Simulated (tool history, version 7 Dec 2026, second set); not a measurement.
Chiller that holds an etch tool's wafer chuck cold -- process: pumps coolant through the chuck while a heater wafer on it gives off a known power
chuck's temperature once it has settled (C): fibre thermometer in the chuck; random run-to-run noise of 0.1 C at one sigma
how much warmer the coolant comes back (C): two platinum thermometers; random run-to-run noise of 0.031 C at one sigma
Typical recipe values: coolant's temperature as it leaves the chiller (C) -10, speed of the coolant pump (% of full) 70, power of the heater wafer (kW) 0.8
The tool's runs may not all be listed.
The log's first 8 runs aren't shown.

run     day  coolant's temperature as it leaves the chiller (C)  speed of the coolant pump (% of full)  power of the heater wafer (kW)  chuck's temperature once it has settled (C)  how much warmer the coolant comes back (C)
  9  10.092                                                 -10                                     70                           0.881                                          0.2                                        3.43
 10    11.8                                                 -10                                     70                           0.881                                          0.3                                        3.38
 11  13.542                                                 -10                                     70                             0.8                                         -0.5                                        3.06
 12  14.729                                                 -10                                     70                           0.739                                         -1.3                                        2.81
 13  16.246                                                 -10                                     98                             0.8                                         -2.2                                        2.09
 14  17.971                                                 -10                                     98                             0.8                                         -2.2                                        2.16
 15  19.654                                                 -10                                     98                             0.8                                         -2.2                                        2.15
 16  20.942                                                 -10                                     98                             0.8                                         -2.1                                        2.17
 17  22.667                                                 -19                                     61                             0.8                                         -8.7                                        3.51
     23.446  -- chiller's thermometer calibrated
 18  23.988                                                 -16                                     69                             0.8                                         -6.8                                        3.11
 19  24.921                                                 -17                                     70                           0.937                                         -6.4                                        3.62
 20  26.092                                                 -18                                     98                           0.641                                        -11.9                                        1.76
 21  27.296                                                 -18                                     98                           0.641                                          -12                                        1.74

Estimate the outcome of run 22 from the log above:
 22  28.692                                                 -18                                     94                           0.471                                            ?                                           ?

Run 22 yielded chuck's temperature once it has settled (C) -13.6, how much warmer the coolant comes back (C) 1.38.
On a tool with no hidden condition, and with the same random variation, this run would have come out at chuck's temperature once it has settled (C) -13.9, how much warmer the coolant comes back (C) 1.31.
